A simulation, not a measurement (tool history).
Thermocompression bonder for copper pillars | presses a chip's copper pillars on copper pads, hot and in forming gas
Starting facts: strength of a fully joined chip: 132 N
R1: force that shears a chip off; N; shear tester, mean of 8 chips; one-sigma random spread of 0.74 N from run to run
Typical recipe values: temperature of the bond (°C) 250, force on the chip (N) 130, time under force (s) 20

run 1 day=0 | temperature_of_the_bond_(°C)=250 force_on_the_chip_(N)=130 time_under_force_(s)=20 | R1=79.9
run 2 day=1.904 | temperature_of_the_bond_(°C)=250 force_on_the_chip_(N)=130 time_under_force_(s)=16 | R1=74.9
run 3 day=4.112 | temperature_of_the_bond_(°C)=250 force_on_the_chip_(N)=130 time_under_force_(s)=20 | R1=80.2
run 4 day=6.142 | temperature_of_the_bond_(°C)=250 force_on_the_chip_(N)=118 time_under_force_(s)=20 | R1=76.4
run 5 day=8.883 | temperature_of_the_bond_(°C)=250 force_on_the_chip_(N)=118 time_under_force_(s)=30 | R1=85.5
-- day=9.858 forming gas filter changed
run 6 day=11.671 | temperature_of_the_bond_(°C)=250 force_on_the_chip_(N)=118 time_under_force_(s)=30 | R1=87.7
run 7 day=13.221 | temperature_of_the_bond_(°C)=270 force_on_the_chip_(N)=118 time_under_force_(s)=30 | R1=100.1
run 8 day=14.879 | temperature_of_the_bond_(°C)=270 force_on_the_chip_(N)=118 time_under_force_(s)=30 | R1=99.8
run 9 day=17.704 | temperature_of_the_bond_(°C)=270 force_on_the_chip_(N)=118 time_under_force_(s)=30 | R1=98.7
-- day=19.917 forming gas filter changed
run 10 day=20.762 | temperature_of_the_bond_(°C)=270 force_on_the_chip_(N)=190 time_under_force_(s)=30 | R1=115.3
run 11 day=22.642 | temperature_of_the_bond_(°C)=270 force_on_the_chip_(N)=190 time_under_force_(s)=30 | R1=115.7
-- day=24.5 heater calibrated with a thermocouple chip
run 12 day=25.354 | temperature_of_the_bond_(°C)=270 force_on_the_chip_(N)=190 time_under_force_(s)=30 | R1=112.5
run 13 day=27.596 | temperature_of_the_bond_(°C)=270 force_on_the_chip_(N)=190 time_under_force_(s)=30 | R1=114.2
run 14 day=29.396 | temperature_of_the_bond_(°C)=270 force_on_the_chip_(N)=190 time_under_force_(s)=30 | R1=114.4
-- day=29.996 forming gas filter changed
-- day=30.621 force cell calibrated
run 15 day=31.429 | temperature_of_the_bond_(°C)=270 force_on_the_chip_(N)=190 time_under_force_(s)=30 | R1=113.8
run 16 day=33.967 | temperature_of_the_bond_(°C)=276 force_on_the_chip_(N)=190 time_under_force_(s)=30 | R1=118
run 17 day=35.771 | temperature_of_the_bond_(°C)=250 force_on_the_chip_(N)=170 time_under_force_(s)=17 | R1=88.2

Expected results for the next run?
run 18 day=37.879 | temperature_of_the_bond_(°C)=265 force_on_the_chip_(N)=114 time_under_force_(s)=32 | R1=?

{"run 18": {"R1": 96.1}}
The same run, on a tool lacking any hidden state, would have yielded R1 96.4 N.
